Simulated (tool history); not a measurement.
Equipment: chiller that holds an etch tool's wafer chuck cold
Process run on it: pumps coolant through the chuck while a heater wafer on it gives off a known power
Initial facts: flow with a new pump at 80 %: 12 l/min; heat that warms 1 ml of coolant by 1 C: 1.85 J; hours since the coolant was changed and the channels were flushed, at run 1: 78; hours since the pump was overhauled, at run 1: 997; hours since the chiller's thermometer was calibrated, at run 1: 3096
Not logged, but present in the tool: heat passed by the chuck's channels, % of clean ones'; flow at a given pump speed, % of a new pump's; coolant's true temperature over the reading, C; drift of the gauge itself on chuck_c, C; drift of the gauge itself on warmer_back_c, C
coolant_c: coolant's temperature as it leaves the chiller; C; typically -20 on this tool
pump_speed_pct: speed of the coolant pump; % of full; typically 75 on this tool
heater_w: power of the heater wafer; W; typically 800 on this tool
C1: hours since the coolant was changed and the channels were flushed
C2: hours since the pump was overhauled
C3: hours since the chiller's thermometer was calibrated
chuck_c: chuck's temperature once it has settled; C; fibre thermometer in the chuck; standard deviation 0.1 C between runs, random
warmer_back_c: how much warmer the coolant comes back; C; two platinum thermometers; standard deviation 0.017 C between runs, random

Run 1, day 0: usual settings; C1 78; C2 997; C3 3096. Result: chuck_c -12.2 C, warmer_back_c 2.37 C.
Run 2, day 3.25: usual settings but heater_w 867 W; C1 156; C2 1075; C3 3174. Result: chuck_c -11.7 C, warmer_back_c 2.58 C.
Run 3, day 7.029: usual settings but pump_speed_pct 61 % of full; C1 247; C2 1165; C3 3265. Result: chuck_c -11.1 C, warmer_back_c 2.93 C.
Run 4, day 9.183: usual settings but pump_speed_pct 61 % of full; C1 298; C2 1217; C3 3317. Result: chuck_c -10.9 C, warmer_back_c 2.97 C.
Run 5, day 11.312: usual settings; C1 349; C2 1268; C3 3368. Result: chuck_c -12.3 C, warmer_back_c 2.37 C.
Run 6, day 13.621: usual settings; C1 405; C2 1324; C3 3423. Result: chuck_c -12 C, warmer_back_c 2.36 C.
Run 7, day 15.571: usual settings; C1 452; C2 1370; C3 3470. Result: chuck_c -12.2 C, warmer_back_c 2.39 C.
Run 8, day 17.375: usual settings; C1 495; C2 1414; C3 3513. Result: chuck_c -12.2 C, warmer_back_c 2.35 C.
At day 19.9: chiller's thermometer calibrated.
Run 9, day 20.604: usual settings; C1 571; C2 1490; C3 17. Result: chuck_c -13 C, warmer_back_c 2.4 C.
Run 10, day 24.333: usual settings but pump_speed_pct 74 % of full; C1 661; C2 1580; C3 106. Result: chuck_c -12.8 C, warmer_back_c 2.4 C.
Run 11, day 27.012: usual settings; C1 725; C2 1644; C3 171. Result: chuck_c -12.7 C, warmer_back_c 2.37 C.
Run 12, day 30.625: usual settings but coolant_c -13 C, pump_speed_pct 95 % of full; C1 812; C2 1731; C3 257. Result: chuck_c -6.8 C, warmer_back_c 1.86 C.
Run 13, day 32.267: usual settings but pump_speed_pct 90 % of full, heater_w 440 W; C1 851; C2 1770; C3 297. Result: chuck_c -16.3 C, warmer_back_c 1.07 C.
Run 14, day 35.183: usual settings but pump_speed_pct 90 % of full, heater_w 440 W; C1 921; C2 1840; C3 367. Result: chuck_c -16.5 C, warmer_back_c 1.09 C.
Run 15, day 37.029: usual settings but coolant_c -12 C, pump_speed_pct 68 % of full, heater_w 892 W; C1 966; C2 1884; C3 411. Result: chuck_c -3.3 C, warmer_back_c 2.98 C.
Run 16, day 41.088: usual settings but coolant_c -12 C, pump_speed_pct 68 % of full, heater_w 892 W; C1 1063; C2 1982; C3 508. Result: chuck_c -3.2 C, warmer_back_c 2.95 C.
Run 17, day 44.329: usual settings but pump_speed_pct 91 % of full; C1 1141; C2 2060; C3 586. Result: chuck_c -13.5 C, warmer_back_c 1.97 C.
Run 18, day 46.712: usual settings but pump_speed_pct 91 % of full, heater_w 687 W; C1 1198; C2 2117; C3 643. Result: chuck_c -14.3 C, warmer_back_c 1.69 C.
Run 19, day 49.933: usual settings but coolant_c -30 C, pump_speed_pct 68 % of full, heater_w 757 W; C1 1275; C2 2194; C3 721. Result: chuck_c -22.7 C, warmer_back_c 2.52 C.
Run 20, day 52.871: usual settings but coolant_c -13 C, pump_speed_pct 62 % of full; C1 1346; C2 2265; C3 791. Result: chuck_c -4.5 C, warmer_back_c 2.95 C.

For run 21, what comes out?
Run 21, day 56.696: usual settings but coolant_c -13 C, pump_speed_pct 62 % of full; C1 1438; C2 2356; C3 883. Result: chuck_c ?, warmer_back_c ?.

chuck_c: -4.5 C
warmer_back_c: 2.93 C
If the tool had no hidden condition, the same run with the same run-to-run variation would have returned chuck_c -5.1 C, warmer_back_c 2.81 C.
